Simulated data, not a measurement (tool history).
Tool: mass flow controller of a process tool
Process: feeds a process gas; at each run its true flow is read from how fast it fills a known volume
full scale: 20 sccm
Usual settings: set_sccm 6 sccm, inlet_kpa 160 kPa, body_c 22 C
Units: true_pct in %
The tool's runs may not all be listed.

run     day  set_sccm  inlet_kpa  body_c  true_pct
  1       0         6        160      22     99.49
  2     1.9         6        160      22      99.5
  3   3.854         6        160      22     99.44
  4   6.879         6        160      36    100.74
  5   9.125         6        160      36     100.8
  6  11.679         6        160      36    100.64
  7  13.125         6        160      36    100.87
  8  15.462         6        160      34    100.56
  9  18.167         6        160      34    100.62
 10   19.75         6        160      34    100.49
 11  22.629         6        160      34    100.55
 12  25.242         6        160      34     100.6
 13  27.088         6        160      34    100.66
 14  28.558        17        160      35    100.26
 15  30.908        17        160      35    100.25
 16  32.754         9        152      22     99.15
 17  35.888         3        259      27    101.59
 18  38.325         3        259      27    101.38
 19   40.65         3        160      27    100.87
 20  43.479         2        160      22     101.4
 21  45.446         2        160      22    101.49
 22  46.788         2        160      22    101.54
 23  48.896         2        170      22    101.58
 24  51.196         2        170      22    101.63

5 ways to go on from here, each from the tool as it stands after run 24. What would each give?
  A  53.058         2        170      25         ?
  B  53.058        10        170      22         ?
  C  53.058        15        170      22         ?
  D  53.058         2        170      40         ?
  E  53.058         5        170      29         ?

run  true_pct
  A    101.93
  B     99.32
  C     99.21
  D    103.18
  E    100.45
Without the tool's hidden state the same runs would have given:
run  true_pct
  A     99.51
  B     99.35
  C     99.44
  D    100.76
  E     99.87
